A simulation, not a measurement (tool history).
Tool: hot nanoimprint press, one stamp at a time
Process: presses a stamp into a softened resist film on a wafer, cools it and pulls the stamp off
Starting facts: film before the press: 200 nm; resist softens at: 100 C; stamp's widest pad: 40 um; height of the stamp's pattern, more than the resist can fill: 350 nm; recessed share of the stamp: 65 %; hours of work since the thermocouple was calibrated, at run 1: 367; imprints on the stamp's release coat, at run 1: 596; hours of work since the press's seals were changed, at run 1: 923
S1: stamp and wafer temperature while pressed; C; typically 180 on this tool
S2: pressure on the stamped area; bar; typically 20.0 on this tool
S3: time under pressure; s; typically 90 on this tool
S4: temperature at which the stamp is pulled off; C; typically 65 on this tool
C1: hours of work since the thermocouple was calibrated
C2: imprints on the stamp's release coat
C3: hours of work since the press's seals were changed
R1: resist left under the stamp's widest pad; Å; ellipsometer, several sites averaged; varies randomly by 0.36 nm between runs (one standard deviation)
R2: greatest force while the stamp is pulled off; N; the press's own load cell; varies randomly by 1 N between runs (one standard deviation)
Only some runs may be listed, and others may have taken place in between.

| run | day | S1 | S2 | S3 | S4 | C1 | C2 | C3 | R1 | R2 |
|---|---|---|---|---|---|---|---|---|---|---|
| 1 | 0.000 | 180 | 20.0 | 90 | 65 | 367 | 596 | 923 | 977 | 114 |
|  | 0.271 | plate thermocouple calibrated |
| 2 | 1.450 | 180 | 20.0 | 90 | 65 | 21 | 699 | 946 | 933 | 113 |
| 3 | 2.408 | 180 | 20.0 | 90 | 65 | 37 | 773 | 963 | 940 | 116 |
| 4 | 3.100 | 180 | 20.0 | 90 | 65 | 49 | 826 | 975 | 932 | 115 |
| 5 | 4.279 | 180 | 20.0 | 90 | 65 | 70 | 917 | 995 | 947 | 116 |
| 6 | 5.679 | 172 | 20.0 | 90 | 65 | 94 | 1025 | 1020 | 1175 | 119 |
| 7 | 6.825 | 172 | 20.0 | 90 | 65 | 114 | 1113 | 1040 | 1184 | 117 |
| 8 | 8.196 | 180 | 20.0 | 90 | 65 | 138 | 1219 | 1063 | 956 | 120 |
| 9 | 9.175 | 180 | 20.0 | 90 | 65 | 155 | 1295 | 1080 | 954 | 120 |
| 10 | 10.354 | 180 | 20.0 | 90 | 65 | 175 | 1386 | 1101 | 955 | 122 |
| 11 | 11.867 | 180 | 30.9 | 90 | 65 | 201 | 1502 | 1127 | 776 | 121 |
| 12 | 12.938 | 180 | 30.9 | 90 | 65 | 220 | 1585 | 1146 | 787 | 126 |
| 13 | 14.621 | 180 | 30.9 | 90 | 65 | 249 | 1715 | 1175 | 789 | 123 |
|  | 16.404 | stamp cleaned and given a new release coat |
| 14 | 16.554 | 180 | 30.9 | 90 | 65 | 278 | 11 | 1204 | 789 | 108 |
| 15 | 17.629 | 180 | 30.9 | 90 | 65 | 297 | 94 | 1223 | 794 | 109 |
| 16 | 18.571 | 169 | 20.9 | 80 | 59 | 313 | 167 | 1239 | 1331 | 118 |
| 17 | 20.275 | 185 | 24.2 | 80 | 59 | 343 | 298 | 1269 | 811 | 119 |
|  | 21.812 | plate thermocouple calibrated |
| 18 | 21.812 | 183 | 25.8 | 68 | 52 | 0 | 407 | 1293 | 859 | 125 |
| 19 | 22.917 | 180 | 24.1 | 90 | 62 | 19 | 493 | 1312 | 867 | 116 |
| 20 | 24.279 | 180 | 24.1 | 90 | 62 | 43 | 598 | 1336 | 872 | 117 |
| 21 | 25.875 | 172 | 20.0 | 116 | 52 | 71 | 721 | 1364 | 1104 | 132 |
|  | 26.342 | press's hydraulic seals changed and the load cell set to zero |
| 22 | 27.146 | 172 | 20.0 | 116 | 52 | 87 | 793 | 14 | 1073 | 133 |
| 23 | 28.038 | 189 | 12.2 | 90 | 55 | 102 | 862 | 30 | 941 | 128 |
| 24 | 29.042 | 172 | 12.2 | 99 | 51 | 120 | 939 | 47 | 1369 | 134 |
| 25 | 30.700 | 173 | 12.2 | 114 | 51 | 148 | 1067 | 76 | 1301 | 136 |
| 26 | 32.183 | 180 | 20.0 | 75 | 65 | 174 | 1182 | 101 | 998 | 121 |
| 27 | 33.300 | 180 | 20.0 | 75 | 65 | 194 | 1268 | 121 | 999 | 118 |
| 28 | 34.654 | 175 | 25.2 | 62 | 63 | 217 | 1372 | 144 | 1107 | 123 |
| 29 | 36.304 | 180 | 20.0 | 52 | 66 | 246 | 1500 | 173 | 1138 | 124 |
| 30 | 37.204 | 189 | 27.1 | 52 | 66 | 261 | 1569 | 189 | 781 | 124 |

A few steps of R1 between consecutive runs. Split each: what settings, incoming material and random variation would produce without the hidden state, and what is left over for the hidden state, along with gauge scatter present in only one of the two compared results (measured, and without hidden state):
Unlogged tool condition in this case: true temperature over the reading, C; pressure that arrives at the usual setting, %; grip of the stamp's worn release coat, % over a new coat's; drift of the gauge itself on residual_nm, %; drift of the gauge itself on pull_off_n, %.
Run 1 -> 2: plate thermocouple calibrated. R1 -44 Å: hidden state -43, all else -1.
Run 15 -> 16: S1 180 -> 169, S2 30.9 -> 20.9, S3 90 -> 80, S4 65 -> 59. R1 +537 Å: hidden state +9, all else +528.
Run 16 -> 17: S1 169 -> 185, S2 20.9 -> 24.2. R1 -520 Å: hidden state -13, all else -507.
Run 17 -> 18: S1 185 -> 183, S2 24.2 -> 25.8, S3 80 -> 68, S4 59 -> 52, plate thermocouple calibrated. R1 +48 Å: hidden state -24, all else +72.
Run 21 -> 22: press's hydraulic seals changed and the load cell set to zero. R1 -31 Å: hidden state -26, all else -5.
Run 23 -> 24: S1 189 -> 172, S3 90 -> 99, S4 55 -> 51. R1 +428 Å: hidden state +6, all else +422.
